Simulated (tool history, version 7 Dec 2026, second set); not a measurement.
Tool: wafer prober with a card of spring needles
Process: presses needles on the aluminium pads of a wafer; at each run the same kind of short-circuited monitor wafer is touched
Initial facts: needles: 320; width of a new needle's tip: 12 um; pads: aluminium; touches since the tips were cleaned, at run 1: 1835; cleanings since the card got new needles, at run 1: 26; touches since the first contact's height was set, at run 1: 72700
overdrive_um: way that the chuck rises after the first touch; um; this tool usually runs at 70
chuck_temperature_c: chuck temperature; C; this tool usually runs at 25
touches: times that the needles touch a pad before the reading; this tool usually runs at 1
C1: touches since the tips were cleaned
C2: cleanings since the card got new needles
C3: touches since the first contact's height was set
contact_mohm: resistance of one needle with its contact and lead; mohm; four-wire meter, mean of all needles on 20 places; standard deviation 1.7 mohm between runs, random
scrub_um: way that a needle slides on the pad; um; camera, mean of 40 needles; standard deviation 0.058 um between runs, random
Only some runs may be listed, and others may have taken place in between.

{"run": 1, "hour": 0.0, "overdrive_um": 70, "chuck_temperature_c": 25, "touches": 1, "C1": 1835, "C2": 26, "C3": 72700, "contact_mohm": 176, "scrub_um": 13.25}
{"hour": 11.4, "done": "tips cleaned on abrasive film"}
{"run": 2, "hour": 21.5, "overdrive_um": 70, "chuck_temperature_c": 25, "touches": 2, "C1": 3938, "C2": 27, "C3": 81072, "contact_mohm": 172, "scrub_um": 13.29}
{"hour": 27.6, "done": "tips cleaned on abrasive film"}
{"hour": 45.1, "done": "tips cleaned on abrasive film"}
{"run": 3, "hour": 45.1, "overdrive_um": 70, "chuck_temperature_c": 54, "touches": 1, "C1": 0, "C2": 29, "C3": 90223, "contact_mohm": 178, "scrub_um": 13.29}
{"run": 4, "hour": 59.1, "overdrive_um": 70, "chuck_temperature_c": 54, "touches": 1, "C1": 5489, "C2": 29, "C3": 95712, "contact_mohm": 179, "scrub_um": 13.26}
{"hour": 61.3, "done": "tips cleaned on abrasive film"}
{"hour": 77.3, "done": "tips cleaned on abrasive film"}
{"run": 5, "hour": 90.8, "overdrive_um": 70, "chuck_temperature_c": 54, "touches": 1, "C1": 5283, "C2": 31, "C3": 108033, "contact_mohm": 177, "scrub_um": 13.3}
{"hour": 95.2, "done": "tips cleaned on abrasive film"}
{"hour": 111.1, "done": "tips cleaned on abrasive film"}
{"hour": 118.3, "done": "height of the first contact set anew"}
{"run": 6, "hour": 118.3, "overdrive_um": 70, "chuck_temperature_c": 54, "touches": 1, "C1": 2672, "C2": 33, "C3": 0, "contact_mohm": 176, "scrub_um": 13.24}
{"hour": 127.7, "done": "tips cleaned on abrasive film"}
{"hour": 143.8, "done": "tips cleaned on abrasive film"}
{"run": 7, "hour": 150.2, "overdrive_um": 70, "chuck_temperature_c": 54, "touches": 1, "C1": 2511, "C2": 35, "C3": 12418, "contact_mohm": 178, "scrub_um": 13.22}
{"hour": 159.8, "done": "tips cleaned on abrasive film"}
{"run": 8, "hour": 174.0, "overdrive_um": 80, "chuck_temperature_c": 25, "touches": 1, "C1": 5556, "C2": 36, "C3": 21686, "contact_mohm": 169, "scrub_um": 15.05}
{"hour": 176.9, "done": "tips cleaned on abrasive film"}
{"hour": 194.4, "done": "tips cleaned on abrasive film"}
{"run": 9, "hour": 198.2, "overdrive_um": 70, "chuck_temperature_c": 25, "touches": 3, "C1": 1470, "C2": 38, "C3": 31101, "contact_mohm": 173, "scrub_um": 13.36}
{"hour": 210.3, "done": "tips cleaned on abrasive film"}
{"hour": 227.7, "done": "tips cleaned on abrasive film"}
{"run": 10, "hour": 231.7, "overdrive_um": 70, "chuck_temperature_c": 25, "touches": 3, "C1": 1560, "C2": 40, "C3": 44119, "contact_mohm": 171, "scrub_um": 13.23}
{"hour": 243.6, "done": "tips cleaned on abrasive film"}
{"hour": 259.6, "done": "tips cleaned on abrasive film"}
{"run": 11, "hour": 259.6, "overdrive_um": 70, "chuck_temperature_c": 25, "touches": 1, "C1": 0, "C2": 42, "C3": 54959, "contact_mohm": 170, "scrub_um": 13.22}
{"hour": 277.6, "done": "tips cleaned on abrasive film"}
{"run": 12, "hour": 291.7, "overdrive_um": 70, "chuck_temperature_c": 25, "touches": 2, "C1": 5500, "C2": 43, "C3": 67496, "contact_mohm": 169, "scrub_um": 13.24}
{"hour": 296.3, "done": "tips cleaned on abrasive film"}
{"run": 13, "hour": 310.1, "overdrive_um": 50, "chuck_temperature_c": 25, "touches": 2, "C1": 5404, "C2": 44, "C3": 74650, "contact_mohm": 178, "scrub_um": 9.43}
{"hour": 314.4, "done": "tips cleaned on abrasive film"}
{"run": 14, "hour": 327.7, "overdrive_um": 50, "chuck_temperature_c": 25, "touches": 2, "C1": 5188, "C2": 45, "C3": 81498, "contact_mohm": 180, "scrub_um": 9.47}
{"hour": 332.3, "done": "tips cleaned on abrasive film"}
{"hour": 349.5, "done": "tips cleaned on abrasive film"}
{"run": 15, "hour": 360.6, "overdrive_um": 50, "chuck_temperature_c": 25, "touches": 1, "C1": 4348, "C2": 47, "C3": 94317, "contact_mohm": 177, "scrub_um": 9.55}
{"hour": 366.3, "done": "tips cleaned on abrasive film"}
{"hour": 382.3, "done": "tips cleaned on abrasive film"}
{"run": 16, "hour": 384.5, "overdrive_um": 86, "chuck_temperature_c": 25, "touches": 1, "C1": 843, "C2": 49, "C3": 103585, "contact_mohm": 169, "scrub_um": 16.32}
{"hour": 400.4, "done": "tips cleaned on abrasive film"}
{"run": 17, "hour": 402.8, "overdrive_um": 86, "chuck_temperature_c": 25, "touches": 1, "C1": 947, "C2": 50, "C3": 110720, "contact_mohm": 169, "scrub_um": 16.22}

Estimate the outcome of run 18 from the log above:
{"hour": 417.3, "done": "tips cleaned on abrasive film"}
{"run": 18, "hour": 422.1, "overdrive_um": 86, "chuck_temperature_c": 25, "touches": 1, "C1": 1874, "C2": 51, "C3": 118217, "contact_mohm": "?", "scrub_um": "?"}

contact_mohm: 172 mohm
scrub_um: 16.39 um
With no hidden state in the tool, this same run would have given contact_mohm 172 mohm, scrub_um 16.39 um.
